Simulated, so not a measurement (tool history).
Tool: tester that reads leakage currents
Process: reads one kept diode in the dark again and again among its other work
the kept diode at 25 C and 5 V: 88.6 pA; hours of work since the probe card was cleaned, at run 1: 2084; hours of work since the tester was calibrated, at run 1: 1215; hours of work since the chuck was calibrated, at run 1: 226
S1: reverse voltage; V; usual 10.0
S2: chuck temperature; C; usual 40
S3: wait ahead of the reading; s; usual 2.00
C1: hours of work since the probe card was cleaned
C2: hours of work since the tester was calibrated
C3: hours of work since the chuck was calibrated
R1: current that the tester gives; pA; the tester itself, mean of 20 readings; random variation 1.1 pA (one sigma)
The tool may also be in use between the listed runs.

run	hour	S1	S2	S3	C1	C2	C3	R1
1	0.0	10.0	40	2.00	2084	1215	226	371.30
2	141.5	4.7	40	2.00	2168	1299	310	264.06
3	297.0	7.8	40	2.00	2260	1391	402	333.07
# hour 453.1: probe card cleaned and baked
4	470.0	7.8	40	2.00	10	1491	502	332.22
5	672.3	10.0	38	2.00	129	1611	622	326.61
6	913.5	4.3	40	2.00	272	1753	764	253.68
7	1050.6	10.0	40	4.36	353	1834	845	370.69
8	1266.4	10.0	40	4.36	480	1962	973	373.93
# hour 1343.9: chuck's temperature calibrated
9	1411.4	10.0	40	4.36	565	2046	40	375.90
10	1663.8	10.0	40	4.36	714	2195	189	372.35
11	1854.6	10.0	40	2.09	827	2308	302	373.57
12	2077.0	10.0	40	2.00	958	2439	433	371.84
13	2321.9	14.4	22	8.08	1103	2584	578	114.19
14	2549.1	4.9	40	2.00	1237	2718	712	268.45
15	2738.3	6.7	25	2.00	1349	2830	824	101.89
16	2969.7	1.3	46	2.26	1486	2967	961	222.18
# hour 3048.5: chuck's temperature calibrated
17	3149.9	1.3	46	2.26	1591	3072	60	222.41
18	3281.8	1.3	27	2.26	1669	3150	138	55.87
19	3413.2	16.3	39	0.30	1746	3228	215	442.62
20	3683.7	10.0	28	0.61	1906	3387	375	155.90
21	3799.2	4.4	46	5.81	1974	3456	443	387.15
22	3989.1	10.0	27	2.00	2087	3568	556	143.40
23	4247.4	6.7	37	2.00	2239	3720	708	250.52
# hour 4444.8: probe card cleaned and baked
24	4514.2	14.6	50	1.88	41	3876	864	879.92

Forecast each of these 3 alternatives for the next run:
A	4709.6	1.1	49	2.00	156	3992	980	?
B	4709.6	6.8	30	1.03	156	3992	980	?
C	4709.6	10.0	42	1.79	156	3992	980	?

run	R1
A	251.29
B	151.00
C	430.00
Without the tool's hidden state the same runs would have given:
run	R1
A	251.55
B	151.17
C	430.45

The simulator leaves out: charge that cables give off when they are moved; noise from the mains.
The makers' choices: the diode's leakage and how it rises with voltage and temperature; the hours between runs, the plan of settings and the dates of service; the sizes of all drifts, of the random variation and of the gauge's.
